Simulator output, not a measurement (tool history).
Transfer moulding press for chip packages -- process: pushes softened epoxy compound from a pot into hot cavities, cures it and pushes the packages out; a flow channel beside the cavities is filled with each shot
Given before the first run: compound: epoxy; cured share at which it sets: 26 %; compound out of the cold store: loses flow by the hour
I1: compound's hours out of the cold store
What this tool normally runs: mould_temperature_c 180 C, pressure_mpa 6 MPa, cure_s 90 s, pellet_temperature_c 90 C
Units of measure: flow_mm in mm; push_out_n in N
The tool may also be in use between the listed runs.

{"run": 1, "day": 0.0, "mould_temperature_c": 180, "pressure_mpa": 6, "cure_s": 90, "pellet_temperature_c": 90, "I1": 20.7, "flow_mm": 787, "push_out_n": 575}
{"run": 2, "day": 0.642, "mould_temperature_c": 180, "pressure_mpa": 6, "cure_s": 90, "pellet_temperature_c": 90, "I1": 41.4, "flow_mm": 661, "push_out_n": 584}
{"run": 3, "day": 1.167, "mould_temperature_c": 180, "pressure_mpa": 6, "cure_s": 90, "pellet_temperature_c": 90, "I1": 20.4, "flow_mm": 788, "push_out_n": 717}
{"run": 4, "day": 1.796, "mould_temperature_c": 180, "pressure_mpa": 6, "cure_s": 90, "pellet_temperature_c": 90, "I1": 45.2, "flow_mm": 640, "push_out_n": 630}
{"run": 5, "day": 2.454, "mould_temperature_c": 180, "pressure_mpa": 6, "cure_s": 90, "pellet_temperature_c": 90, "I1": 35.5, "flow_mm": 693, "push_out_n": 685}
{"run": 6, "day": 3.05, "mould_temperature_c": 180, "pressure_mpa": 6, "cure_s": 90, "pellet_temperature_c": 90, "I1": 25.3, "flow_mm": 752, "push_out_n": 690}
{"run": 7, "day": 3.483, "mould_temperature_c": 180, "pressure_mpa": 6, "cure_s": 90, "pellet_temperature_c": 99, "I1": 9.1, "flow_mm": 860, "push_out_n": 543}
{"run": 8, "day": 4.158, "mould_temperature_c": 180, "pressure_mpa": 6, "cure_s": 90, "pellet_temperature_c": 85, "I1": 39.6, "flow_mm": 668, "push_out_n": 560}
{"run": 9, "day": 4.925, "mould_temperature_c": 180, "pressure_mpa": 6, "cure_s": 90, "pellet_temperature_c": 85, "I1": 47.1, "flow_mm": 627, "push_out_n": 506}
{"run": 10, "day": 5.646, "mould_temperature_c": 180, "pressure_mpa": 6, "cure_s": 90, "pellet_temperature_c": 90, "I1": 47.6, "flow_mm": 623, "push_out_n": 570}
{"run": 11, "day": 6.146, "mould_temperature_c": 180, "pressure_mpa": 6, "cure_s": 90, "pellet_temperature_c": 90, "I1": 19.9, "flow_mm": 783, "push_out_n": 617}
{"run": 12, "day": 6.55, "mould_temperature_c": 180, "pressure_mpa": 6, "cure_s": 90, "pellet_temperature_c": 90, "I1": 24.5, "flow_mm": 757, "push_out_n": 652}
{"run": 13, "day": 7.021, "mould_temperature_c": 180, "pressure_mpa": 6, "cure_s": 90, "pellet_temperature_c": 90, "I1": 15.1, "flow_mm": 813, "push_out_n": 538}
{"run": 14, "day": 7.404, "mould_temperature_c": 180, "pressure_mpa": 6, "cure_s": 90, "pellet_temperature_c": 90, "I1": 39.6, "flow_mm": 664, "push_out_n": 542}
{"run": 15, "day": 7.842, "mould_temperature_c": 180, "pressure_mpa": 6, "cure_s": 90, "pellet_temperature_c": 90, "I1": 15.4, "flow_mm": 825, "push_out_n": 589}
{"run": 16, "day": 8.158, "mould_temperature_c": 180, "pressure_mpa": 6.22, "cure_s": 118, "pellet_temperature_c": 90, "I1": 20.1, "flow_mm": 806, "push_out_n": 487}
{"run": 17, "day": 8.471, "mould_temperature_c": 180, "pressure_mpa": 6.22, "cure_s": 118, "pellet_temperature_c": 90, "I1": 11.9, "flow_mm": 866, "push_out_n": 508}
{"run": 18, "day": 9.088, "mould_temperature_c": 184, "pressure_mpa": 5.74, "cure_s": 91, "pellet_temperature_c": 90, "I1": 8.1, "flow_mm": 837, "push_out_n": 458}
{"run": 19, "day": 9.508, "mould_temperature_c": 179, "pressure_mpa": 7.36, "cure_s": 123, "pellet_temperature_c": 90, "I1": 9.3, "flow_mm": 965, "push_out_n": 465}
{"run": 20, "day": 9.967, "mould_temperature_c": 181, "pressure_mpa": 5.74, "cure_s": 79, "pellet_temperature_c": 89, "I1": 11.8, "flow_mm": 822, "push_out_n": 743}
{"run": 21, "day": 10.342, "mould_temperature_c": 174, "pressure_mpa": 6, "cure_s": 90, "pellet_temperature_c": 84, "I1": 36.2, "flow_mm": 711, "push_out_n": 893}
{"run": 22, "day": 10.967, "mould_temperature_c": 185, "pressure_mpa": 6.59, "cure_s": 127, "pellet_temperature_c": 84, "I1": 21.1, "flow_mm": 802, "push_out_n": 410}
{"run": 23, "day": 11.588, "mould_temperature_c": 181, "pressure_mpa": 6, "cure_s": 82, "pellet_temperature_c": 90, "I1": 22.3, "flow_mm": 769, "push_out_n": 641}
{"run": 24, "day": 12.2, "mould_temperature_c": 180, "pressure_mpa": 6.35, "cure_s": 90, "pellet_temperature_c": 86, "I1": 22.2, "flow_mm": 796, "push_out_n": 610}
{"run": 25, "day": 12.95, "mould_temperature_c": 180, "pressure_mpa": 6.35, "cure_s": 90, "pellet_temperature_c": 86, "I1": 47.9, "flow_mm": 641, "push_out_n": 488}
{"run": 26, "day": 13.467, "mould_temperature_c": 185, "pressure_mpa": 6.35, "cure_s": 90, "pellet_temperature_c": 86, "I1": 17.6, "flow_mm": 807, "push_out_n": 471}
{"run": 27, "day": 14.192, "mould_temperature_c": 185, "pressure_mpa": 6.35, "cure_s": 87, "pellet_temperature_c": 92, "I1": 19, "flow_mm": 795, "push_out_n": 508}
{"run": 28, "day": 14.596, "mould_temperature_c": 185, "pressure_mpa": 6.35, "cure_s": 87, "pellet_temperature_c": 92, "I1": 26.5, "flow_mm": 744, "push_out_n": 553}
{"run": 29, "day": 15.121, "mould_temperature_c": 180, "pressure_mpa": 6.35, "cure_s": 125, "pellet_temperature_c": 82, "I1": 14.3, "flow_mm": 844, "push_out_n": 415}

Put back what was entered between runs (9 entries, withheld): which listed runs does each sit between, and how does the hidden state differ from the listed run before to the listed run after?
In the gap between runs 2 and 3: cavities cleaned with cleaning compound and waxed (day 1.162)
  true mould temperature over the reading, C: -0.15 -> -0.16; pressure that reaches the compound, % of what is set: 99.28 -> 99.08; grip of the stained cavities, % over clean ones': 24.2 -> 36
  difference, measured minus the result without the unlogged condition, flow_mm: -2 -> -3 mm; push_out_n: +116 -> +194 N
In the gap between runs 6 and 7: cavities cleaned with cleaning compound and waxed (day 3.208)
  true mould temperature over the reading, C: -0.23 -> -0.24; pressure that reaches the compound, % of what is set: 98.28 -> 98.13; grip of the stained cavities, % over clean ones': 44.9 -> 7
  difference, measured minus the result without the unlogged condition, flow_mm: -6 -> -8 mm; push_out_n: +220 -> +42 N
In the gap between runs 8 and 9: cavities cleaned with cleaning compound and waxed, once more (day 4.642)
  true mould temperature over the reading, C: -0.27 -> -0.29; pressure that reaches the compound, % of what is set: 97.84 -> 97.55; grip of the stained cavities, % over clean ones': 17.8 -> 5.3
  difference, measured minus the result without the unlogged condition, flow_mm: -6 -> -7 mm; push_out_n: +90 -> +31 N
In the gap between runs 12 and 13: cavities cleaned with cleaning compound and waxed (day 6.675)
  true mould temperature over the reading, C: -0.35 -> -0.37; pressure that reaches the compound, % of what is set: 96.87 -> 96.7; grip of the stained cavities, % over clean ones': 27.7 -> 7.6
  difference, measured minus the result without the unlogged condition, flow_mm: -10 -> -12 mm; push_out_n: +151 -> +48 N
In the gap between runs 14 and 15: plunger's sealing rings changed (day 7.7)
  true mould temperature over the reading, C: -0.38 -> -0.39; pressure that reaches the compound, % of what is set: 96.53 -> 99.76; grip of the stained cavities, % over clean ones': 13.9 -> 18.7
  difference, measured minus the result without the unlogged condition, flow_mm: -11 -> +0 mm; push_out_n: +75 -> +103 N
In the gap between runs 17 and 18: cavities cleaned with cleaning compound and waxed (day 8.842)
  true mould temperature over the reading, C: -0.42 -> -0.44; pressure that reaches the compound, % of what is set: 99.51 -> 99.28; grip of the stained cavities, % over clean ones': 26 -> 4.9
  difference, measured minus the result without the unlogged condition, flow_mm: +0 -> -1 mm; push_out_n: +106 -> +26 N
In the gap between runs 21 and 22: cavities cleaned with cleaning compound and waxed (day 10.896)
  true mould temperature over the reading, C: -0.48 -> -0.5; pressure that reaches the compound, % of what is set: 98.75 -> 98.52; grip of the stained cavities, % over clean ones': 23.1 -> 6.2
  difference, measured minus the result without the unlogged condition, flow_mm: -3 -> -4 mm; push_out_n: +194 -> +24 N
In the gap between runs 24 and 25: cavities cleaned with cleaning compound and waxed (day 12.921)
  true mould temperature over the reading, C: -0.55 -> -0.57; pressure that reaches the compound, % of what is set: 98.02 -> 97.74; grip of the stained cavities, % over clean ones': 23.8 -> 2.1
  difference, measured minus the result without the unlogged condition, flow_mm: -5 -> -6 mm; push_out_n: +132 -> +22 N
In the gap between runs 28 and 29: cavities cleaned with cleaning compound and waxed (day 14.971)
  true mould temperature over the reading, C: -0.63 -> -0.65; pressure that reaches the compound, % of what is set: 96.99 -> 96.81; grip of the stained cavities, % over clean ones': 26.9 -> 3.6
  difference, measured minus the result without the unlogged condition, flow_mm: -10 -> -11 mm; push_out_n: +125 -> +16 N
